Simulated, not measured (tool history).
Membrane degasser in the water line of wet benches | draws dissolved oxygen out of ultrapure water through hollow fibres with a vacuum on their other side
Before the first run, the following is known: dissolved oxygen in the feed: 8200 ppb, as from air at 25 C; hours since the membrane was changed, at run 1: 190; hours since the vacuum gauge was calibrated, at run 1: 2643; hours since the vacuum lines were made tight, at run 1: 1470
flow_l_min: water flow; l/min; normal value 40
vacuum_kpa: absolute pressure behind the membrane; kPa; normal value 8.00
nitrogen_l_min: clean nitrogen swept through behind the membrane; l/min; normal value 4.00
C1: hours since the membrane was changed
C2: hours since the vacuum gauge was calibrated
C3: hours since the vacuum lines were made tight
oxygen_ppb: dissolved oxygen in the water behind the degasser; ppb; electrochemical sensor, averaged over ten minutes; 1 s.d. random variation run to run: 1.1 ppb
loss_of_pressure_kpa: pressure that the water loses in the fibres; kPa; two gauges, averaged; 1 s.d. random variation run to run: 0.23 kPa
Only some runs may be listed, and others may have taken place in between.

run 1 hour=0.0 | flow_l_min=40 vacuum_kpa=8.00 nitrogen_l_min=4.00 | C1=190 C2=2643 C3=1470 | oxygen_ppb=120.7 loss_of_pressure_kpa=59.35
run 2 hour=28.6 | flow_l_min=31 vacuum_kpa=8.00 nitrogen_l_min=4.00 | C1=219 C2=2672 C3=1498 | oxygen_ppb=91.9 loss_of_pressure_kpa=46.36
run 3 hour=62.0 | flow_l_min=58 vacuum_kpa=8.00 nitrogen_l_min=4.00 | C1=252 C2=2705 C3=1532 | oxygen_ppb=179.2 loss_of_pressure_kpa=86.41
run 4 hour=87.2 | flow_l_min=58 vacuum_kpa=8.00 nitrogen_l_min=4.00 | C1=277 C2=2730 C3=1557 | oxygen_ppb=179.5 loss_of_pressure_kpa=86.36
run 5 hour=126.5 | flow_l_min=58 vacuum_kpa=8.00 nitrogen_l_min=4.00 | C1=317 C2=2770 C3=1596 | oxygen_ppb=179.7 loss_of_pressure_kpa=86.87
run 6 hour=174.4 | flow_l_min=58 vacuum_kpa=8.00 nitrogen_l_min=4.00 | C1=365 C2=2818 C3=1644 | oxygen_ppb=176.9 loss_of_pressure_kpa=86.66
run 7 hour=203.0 | flow_l_min=58 vacuum_kpa=8.00 nitrogen_l_min=4.00 | C1=393 C2=2846 C3=1673 | oxygen_ppb=179.5 loss_of_pressure_kpa=87.04
run 8 hour=240.8 | flow_l_min=38 vacuum_kpa=8.00 nitrogen_l_min=4.00 | C1=431 C2=2884 C3=1711 | oxygen_ppb=111.6 loss_of_pressure_kpa=56.61
run 9 hour=270.9 | flow_l_min=38 vacuum_kpa=8.00 nitrogen_l_min=4.00 | C1=461 C2=2914 C3=1741 | oxygen_ppb=113.7 loss_of_pressure_kpa=56.55
run 10 hour=304.3 | flow_l_min=40 vacuum_kpa=8.00 nitrogen_l_min=4.14 | C1=494 C2=2947 C3=1774 | oxygen_ppb=116.8 loss_of_pressure_kpa=59.39
run 11 hour=346.2 | flow_l_min=59 vacuum_kpa=8.00 nitrogen_l_min=4.00 | C1=536 C2=2989 C3=1816 | oxygen_ppb=183.9 loss_of_pressure_kpa=87.80
run 12 hour=390.3 | flow_l_min=40 vacuum_kpa=14.67 nitrogen_l_min=4.00 | C1=580 C2=3033 C3=1860 | oxygen_ppb=265.3 loss_of_pressure_kpa=59.86
run 13 hour=435.3 | flow_l_min=38 vacuum_kpa=14.67 nitrogen_l_min=4.00 | C1=626 C2=3078 C3=1905 | oxygen_ppb=260.1 loss_of_pressure_kpa=56.53
run 14 hour=484.0 | flow_l_min=38 vacuum_kpa=14.67 nitrogen_l_min=4.00 | C1=674 C2=3127 C3=1954 | oxygen_ppb=258.5 loss_of_pressure_kpa=56.40
run 15 hour=512.3 | flow_l_min=40 vacuum_kpa=8.00 nitrogen_l_min=4.00 | C1=703 C2=3155 C3=1982 | oxygen_ppb=119.0 loss_of_pressure_kpa=59.97
run 16 hour=533.5 | flow_l_min=33 vacuum_kpa=8.00 nitrogen_l_min=4.00 | C1=724 C2=3177 C3=2003 | oxygen_ppb=99.5 loss_of_pressure_kpa=49.15
run 17 hour=561.1 | flow_l_min=33 vacuum_kpa=8.00 nitrogen_l_min=4.00 | C1=751 C2=3204 C3=2031 | oxygen_ppb=100.5 loss_of_pressure_kpa=49.36
run 18 hour=585.8 | flow_l_min=50 vacuum_kpa=9.48 nitrogen_l_min=8.27 | C1=776 C2=3229 C3=2056 | oxygen_ppb=101.6 loss_of_pressure_kpa=74.25
-- hour=590.0 vacuum gauge calibrated
run 19 hour=628.8 | flow_l_min=50 vacuum_kpa=9.48 nitrogen_l_min=8.27 | C1=818 C2=39 C3=2098 | oxygen_ppb=101.6 loss_of_pressure_kpa=74.51
run 20 hour=669.7 | flow_l_min=27 vacuum_kpa=18.56 nitrogen_l_min=2.60 | C1=859 C2=80 C3=2139 | oxygen_ppb=367.4 loss_of_pressure_kpa=40.45
run 21 hour=691.5 | flow_l_min=27 vacuum_kpa=18.56 nitrogen_l_min=2.60 | C1=881 C2=102 C3=2161 | oxygen_ppb=373.9 loss_of_pressure_kpa=40.37
run 22 hour=733.1 | flow_l_min=37 vacuum_kpa=5.82 nitrogen_l_min=6.78 | C1=923 C2=143 C3=2203 | oxygen_ppb=39.2 loss_of_pressure_kpa=55.73
-- hour=771.6 vacuum gauge calibrated, once more
run 23 hour=777.2 | flow_l_min=37 vacuum_kpa=4.81 nitrogen_l_min=1.63 | C1=966 C2=6 C3=2246 | oxygen_ppb=83.5 loss_of_pressure_kpa=55.70
run 24 hour=812.7 | flow_l_min=37 vacuum_kpa=4.81 nitrogen_l_min=1.63 | C1=1002 C2=41 C3=2282 | oxygen_ppb=83.0 loss_of_pressure_kpa=55.20
run 25 hour=860.4 | flow_l_min=40 vacuum_kpa=11.21 nitrogen_l_min=1.87 | C1=1050 C2=89 C3=2329 | oxygen_ppb=369.5 loss_of_pressure_kpa=59.83
run 26 hour=905.3 | flow_l_min=33 vacuum_kpa=11.86 nitrogen_l_min=6.55 | C1=1095 C2=134 C3=2374 | oxygen_ppb=104.4 loss_of_pressure_kpa=49.24
run 27 hour=942.9 | flow_l_min=33 vacuum_kpa=11.86 nitrogen_l_min=6.55 | C1=1132 C2=171 C3=2412 | oxygen_ppb=106.9 loss_of_pressure_kpa=49.34
run 28 hour=982.5 | flow_l_min=33 vacuum_kpa=11.86 nitrogen_l_min=6.55 | C1=1172 C2=211 C3=2451 | oxygen_ppb=106.3 loss_of_pressure_kpa=49.78
run 29 hour=1003.1 | flow_l_min=33 vacuum_kpa=11.86 nitrogen_l_min=6.55 | C1=1192 C2=232 C3=2472 | oxygen_ppb=105.3 loss_of_pressure_kpa=49.37
run 30 hour=1051.9 | flow_l_min=33 vacuum_kpa=11.86 nitrogen_l_min=6.55 | C1=1241 C2=280 C3=2521 | oxygen_ppb=106.2 loss_of_pressure_kpa=49.36
run 31 hour=1096.4 | flow_l_min=33 vacuum_kpa=11.86 nitrogen_l_min=6.55 | C1=1286 C2=325 C3=2565 | oxygen_ppb=108.8 loss_of_pressure_kpa=49.59
run 32 hour=1135.1 | flow_l_min=51 vacuum_kpa=17.97 nitrogen_l_min=11.26 | C1=1324 C2=364 C3=2604 | oxygen_ppb=171.1 loss_of_pressure_kpa=76.57

3 ways to go on from here, each from the tool as it stands after run 32. What would each give?
run A hour=1168.3 | flow_l_min=42 vacuum_kpa=8.00 nitrogen_l_min=2.07 | C1=1357 C2=397 C3=2637 | oxygen_ppb=? loss_of_pressure_kpa=?
run B hour=1168.3 | flow_l_min=50 vacuum_kpa=13.76 nitrogen_l_min=10.69 | C1=1357 C2=397 C3=2637 | oxygen_ppb=? loss_of_pressure_kpa=?
run C hour=1168.3 | flow_l_min=33 vacuum_kpa=16.58 nitrogen_l_min=4.00 | C1=1357 C2=397 C3=2637 | oxygen_ppb=? loss_of_pressure_kpa=?

run=A oxygen_ppb=216.7 loss_of_pressure_kpa=62.63
run=B oxygen_ppb=129.9 loss_of_pressure_kpa=75.60
run=C oxygen_ppb=258.0 loss_of_pressure_kpa=49.16
With the hidden condition removed and each run's random variation left untouched, the same runs would have given:
run=A oxygen_ppb=214.1 loss_of_pressure_kpa=61.88
run=B oxygen_ppb=128.2 loss_of_pressure_kpa=74.70
run=C oxygen_ppb=255.7 loss_of_pressure_kpa=48.57

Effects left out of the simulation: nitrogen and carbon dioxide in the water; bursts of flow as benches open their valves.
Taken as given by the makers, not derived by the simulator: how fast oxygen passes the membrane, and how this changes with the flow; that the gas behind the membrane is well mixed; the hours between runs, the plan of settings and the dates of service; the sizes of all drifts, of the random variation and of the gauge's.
